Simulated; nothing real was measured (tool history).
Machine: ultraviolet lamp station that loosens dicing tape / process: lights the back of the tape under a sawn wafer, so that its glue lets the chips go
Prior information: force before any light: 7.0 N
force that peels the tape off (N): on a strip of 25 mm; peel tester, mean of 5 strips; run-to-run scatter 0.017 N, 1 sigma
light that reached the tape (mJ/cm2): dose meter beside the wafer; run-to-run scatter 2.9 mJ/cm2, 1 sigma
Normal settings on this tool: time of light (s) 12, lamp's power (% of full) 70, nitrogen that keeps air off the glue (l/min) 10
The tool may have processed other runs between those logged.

run,hour,time of light (s),lamp's power (% of full),nitrogen that keeps air off the glue (l/min),force that peels the tape off (N),light that reached the tape (mJ/cm2)
1,0.0,12,70,10,1.144,348
2,21.1,12,70,10,1.134,348
3,48.4,12,70,10,1.123,336
4,63.7,12,70,10,1.234,337
5,85.7,12,70,10,1.234,330
6,114.9,12,70,10,1.250,331
7,130.7,12,70,10,1.208,322
8,153.7,12,70,20,0.922,314
9,175.2,12,70,20,0.908,315
10,200.5,12,70,10,1.010,375
11,221.1,12,70,10,1.023,366
12,240.8,12,70,10,1.082,363
13,270.4,12,70,10,1.087,358
14,293.7,12,70,10,1.125,354
15,314.2,12,70,10,1.096,348
16,330.6,7,70,10,2.352,205
17,354.2,12,65,10,1.310,322
18,383.8,12,73,10,1.076,349
19,400.1,12,73,10,1.139,345
20,414.8,12,73,10,1.166,343
21,442.0,12,73,10,1.211,336
22,469.0,12,78,17,0.796,358
23,485.6,19,97,8,0.373,694
24,516.4,12,76,10,1.216,340
25,544.5,12,76,10,1.221,334
26,575.3,12,67,10,1.532,290
27,589.3,6,98,18,1.827,214
28,618.9,8,91,8,1.613,306
29,638.3,21,63,12,0.451,548
30,656.8,21,63,12,0.429,538
31,686.4,7,82,12,1.911,231
32,703.8,7,82,12,1.890,227
33,721.7,12,100,4,1.278,467
34,735.1,23,100,16,0.204,897
35,755.5,23,100,16,0.209,882
36,776.2,12,100,14,0.560,457
37,794.2,17,73,4,1.229,472
38,824.5,17,72,8,0.836,454
39,841.4,21,70,12,0.436,536
40,863.1,21,70,6,0.749,530

The log once held 2 entries between its listed runs, left out of this copy. Where does each go, and what is different about the tool's unlogged condition between the listed run before it and the listed run after it?
In the gap between runs 9 and 10: window cleaned of glue's vapour (hour 196.8)
  lamp's light, % of a new lamp's: 89.3 -> 89; light that the window lets through, % of a clean one's: 83.6 -> 99.2
  the result without the hidden state subtracted from the measured one, force that peels the tape off (N): +0.388 -> +0.201; light that reached the tape (mJ/cm2): -107 -> -49
In the gap between runs 27 and 28: window cleaned of glue's vapour (hour 618.5)
  lamp's light, % of a new lamp's: 83.3 -> 82.9; light that the window lets through, % of a clean one's: 85 -> 99.8
  the result without the hidden state subtracted from the measured one, force that peels the tape off (N): +0.729 -> +0.397; light that reached the tape (mJ/cm2): -86 -> -64
